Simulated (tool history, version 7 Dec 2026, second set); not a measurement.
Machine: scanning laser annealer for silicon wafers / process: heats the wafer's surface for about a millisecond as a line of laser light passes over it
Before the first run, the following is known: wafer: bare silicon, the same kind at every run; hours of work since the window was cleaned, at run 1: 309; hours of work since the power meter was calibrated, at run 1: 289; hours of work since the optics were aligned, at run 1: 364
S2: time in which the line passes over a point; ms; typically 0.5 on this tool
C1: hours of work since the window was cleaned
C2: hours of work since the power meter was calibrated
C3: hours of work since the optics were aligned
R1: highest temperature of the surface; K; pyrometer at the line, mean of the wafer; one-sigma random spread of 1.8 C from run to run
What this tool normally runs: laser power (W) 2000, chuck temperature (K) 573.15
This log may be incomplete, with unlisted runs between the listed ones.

{"run": 1, "hour": 0.0, "laser power (W)": 2000, "S2": 0.5, "chuck temperature (K)": 573.15, "C1": 309, "C2": 289, "C3": 364, "R1": 1298.15}
{"run": 2, "hour": 16.6, "laser power (W)": 2000, "S2": 0.432, "chuck temperature (K)": 573.15, "C1": 320, "C2": 300, "C3": 375, "R1": 1242.15}
{"run": 3, "hour": 24.8, "laser power (W)": 2000, "S2": 0.5, "chuck temperature (K)": 538.15, "C1": 326, "C2": 305, "C3": 381, "R1": 1261.15}
{"run": 4, "hour": 36.4, "laser power (W)": 2000, "S2": 0.5, "chuck temperature (K)": 538.15, "C1": 334, "C2": 313, "C3": 388, "R1": 1257.15}
{"run": 5, "hour": 50.1, "laser power (W)": 2000, "S2": 0.5, "chuck temperature (K)": 573.15, "C1": 343, "C2": 322, "C3": 397, "R1": 1294.15}
{"run": 6, "hour": 58.0, "laser power (W)": 2000, "S2": 0.5, "chuck temperature (K)": 573.15, "C1": 348, "C2": 328, "C3": 403, "R1": 1300.15}
{"run": 7, "hour": 68.1, "laser power (W)": 1757, "S2": 0.5, "chuck temperature (K)": 573.15, "C1": 355, "C2": 334, "C3": 409, "R1": 1178.15}
{"run": 8, "hour": 81.6, "laser power (W)": 2000, "S2": 0.5, "chuck temperature (K)": 573.15, "C1": 364, "C2": 343, "C3": 418, "R1": 1296.15}
{"run": 9, "hour": 98.3, "laser power (W)": 2000, "S2": 0.5, "chuck temperature (K)": 573.15, "C1": 375, "C2": 354, "C3": 429, "R1": 1293.15}
{"run": 10, "hour": 113.0, "laser power (W)": 2000, "S2": 0.5, "chuck temperature (K)": 573.15, "C1": 385, "C2": 364, "C3": 439, "R1": 1297.15}
{"hour": 127.6, "done": "window over the wafer cleaned"}
{"run": 11, "hour": 128.0, "laser power (W)": 2000, "S2": 0.5, "chuck temperature (K)": 573.15, "C1": 0, "C2": 373, "C3": 448, "R1": 1308.15}
{"run": 12, "hour": 136.9, "laser power (W)": 2000, "S2": 0.562, "chuck temperature (K)": 573.15, "C1": 6, "C2": 379, "C3": 454, "R1": 1355.15}
{"run": 13, "hour": 148.7, "laser power (W)": 2000, "S2": 0.5, "chuck temperature (K)": 583.15, "C1": 14, "C2": 387, "C3": 462, "R1": 1314.15}
{"run": 14, "hour": 157.8, "laser power (W)": 2000, "S2": 0.5, "chuck temperature (K)": 584.15, "C1": 20, "C2": 393, "C3": 468, "R1": 1320.15}
{"run": 15, "hour": 166.0, "laser power (W)": 2000, "S2": 0.5, "chuck temperature (K)": 584.15, "C1": 26, "C2": 398, "C3": 473, "R1": 1320.15}
{"run": 16, "hour": 172.8, "laser power (W)": 2000, "S2": 0.5, "chuck temperature (K)": 573.15, "C1": 30, "C2": 403, "C3": 478, "R1": 1308.15}
{"run": 17, "hour": 181.5, "laser power (W)": 2000, "S2": 0.5, "chuck temperature (K)": 573.15, "C1": 36, "C2": 408, "C3": 484, "R1": 1307.15}
{"run": 18, "hour": 188.3, "laser power (W)": 2000, "S2": 0.5, "chuck temperature (K)": 573.15, "C1": 40, "C2": 413, "C3": 488, "R1": 1306.15}
{"run": 19, "hour": 201.0, "laser power (W)": 1829, "S2": 0.5, "chuck temperature (K)": 573.15, "C1": 49, "C2": 421, "C3": 497, "R1": 1220.15}
{"run": 20, "hour": 210.4, "laser power (W)": 1829, "S2": 0.5, "chuck temperature (K)": 573.15, "C1": 55, "C2": 428, "C3": 503, "R1": 1224.15}
{"run": 21, "hour": 219.9, "laser power (W)": 2000, "S2": 0.5, "chuck temperature (K)": 547.15, "C1": 61, "C2": 434, "C3": 509, "R1": 1280.15}
{"run": 22, "hour": 228.5, "laser power (W)": 1729, "S2": 0.48, "chuck temperature (K)": 557.15, "C1": 67, "C2": 440, "C3": 515, "R1": 1145.15}
{"run": 23, "hour": 240.2, "laser power (W)": 2009, "S2": 0.578, "chuck temperature (K)": 573.15, "C1": 75, "C2": 448, "C3": 523, "R1": 1371.15}
{"run": 24, "hour": 255.5, "laser power (W)": 2120, "S2": 0.394, "chuck temperature (K)": 573.15, "C1": 85, "C2": 458, "C3": 533, "R1": 1268.15}
{"run": 25, "hour": 263.2, "laser power (W)": 1964, "S2": 0.394, "chuck temperature (K)": 573.15, "C1": 90, "C2": 463, "C3": 538, "R1": 1198.15}
{"run": 26, "hour": 271.0, "laser power (W)": 1813, "S2": 0.366, "chuck temperature (K)": 571.15, "C1": 95, "C2": 468, "C3": 543, "R1": 1110.15}
{"run": 27, "hour": 283.4, "laser power (W)": 2000, "S2": 0.524, "chuck temperature (K)": 549.15, "C1": 104, "C2": 476, "C3": 551, "R1": 1298.15}
{"run": 28, "hour": 298.3, "laser power (W)": 2000, "S2": 0.391, "chuck temperature (K)": 568.15, "C1": 114, "C2": 486, "C3": 561, "R1": 1206.15}
{"run": 29, "hour": 314.8, "laser power (W)": 1930, "S2": 0.581, "chuck temperature (K)": 568.15, "C1": 125, "C2": 497, "C3": 572, "R1": 1323.15}
{"run": 30, "hour": 324.8, "laser power (W)": 1930, "S2": 0.581, "chuck temperature (K)": 568.15, "C1": 131, "C2": 504, "C3": 579, "R1": 1321.15}
{"run": 31, "hour": 336.2, "laser power (W)": 1930, "S2": 0.581, "chuck temperature (K)": 568.15, "C1": 139, "C2": 511, "C3": 587, "R1": 1321.15}
{"run": 32, "hour": 352.5, "laser power (W)": 1746, "S2": 0.511, "chuck temperature (K)": 606.15, "C1": 150, "C2": 522, "C3": 597, "R1": 1221.15}
{"run": 33, "hour": 361.5, "laser power (W)": 1746, "S2": 0.511, "chuck temperature (K)": 606.15, "C1": 156, "C2": 528, "C3": 603, "R1": 1214.15}
{"run": 34, "hour": 378.1, "laser power (W)": 1847, "S2": 0.411, "chuck temperature (K)": 562.15, "C1": 167, "C2": 539, "C3": 614, "R1": 1147.15}
{"run": 35, "hour": 387.8, "laser power (W)": 1847, "S2": 0.411, "chuck temperature (K)": 562.15, "C1": 173, "C2": 546, "C3": 621, "R1": 1148.15}
{"run": 36, "hour": 404.0, "laser power (W)": 1847, "S2": 0.414, "chuck temperature (K)": 576.15, "C1": 184, "C2": 557, "C3": 632, "R1": 1165.15}
{"run": 37, "hour": 420.5, "laser power (W)": 1847, "S2": 0.414, "chuck temperature (K)": 576.15, "C1": 195, "C2": 568, "C3": 643, "R1": 1166.15}
{"run": 38, "hour": 433.3, "laser power (W)": 1806, "S2": 0.431, "chuck temperature (K)": 573.15, "C1": 204, "C2": 576, "C3": 651, "R1": 1156.15}
{"run": 39, "hour": 445.1, "laser power (W)": 1806, "S2": 0.526, "chuck temperature (K)": 597.15, "C1": 211, "C2": 584, "C3": 659, "R1": 1247.15}
{"run": 40, "hour": 454.1, "laser power (W)": 1806, "S2": 0.526, "chuck temperature (K)": 597.15, "C1": 217, "C2": 590, "C3": 665, "R1": 1246.15}
{"run": 41, "hour": 466.2, "laser power (W)": 2045, "S2": 0.619, "chuck temperature (K)": 597.15, "C1": 225, "C2": 598, "C3": 673, "R1": 1435.15}
{"run": 42, "hour": 483.0, "laser power (W)": 1761, "S2": 0.5, "chuck temperature (K)": 573.15, "C1": 237, "C2": 609, "C3": 684, "R1": 1185.15}

Below are 3 alternative next runs, each starting from the tool's condition after run 42. Predict each:
{"run": "A", "hour": 496.5, "laser power (W)": 1893, "S2": 0.5, "chuck temperature (K)": 573.15, "C1": 246, "C2": 618, "C3": 693, "R1": "?"}
{"run": "B", "hour": 496.5, "laser power (W)": 2005, "S2": 0.5, "chuck temperature (K)": 573.15, "C1": 246, "C2": 618, "C3": 693, "R1": "?"}
{"run": "C", "hour": 496.5, "laser power (W)": 2143, "S2": 0.383, "chuck temperature (K)": 581.15, "C1": 246, "C2": 618, "C3": 693, "R1": "?"}

run=A R1=1246.15
run=B R1=1299.15
run=C R1=1264.15
Stripped of hidden state, with their random variation kept, the same runs would have yielded:
run=A R1=1264.15
run=B R1=1319.15
run=C R1=1282.15
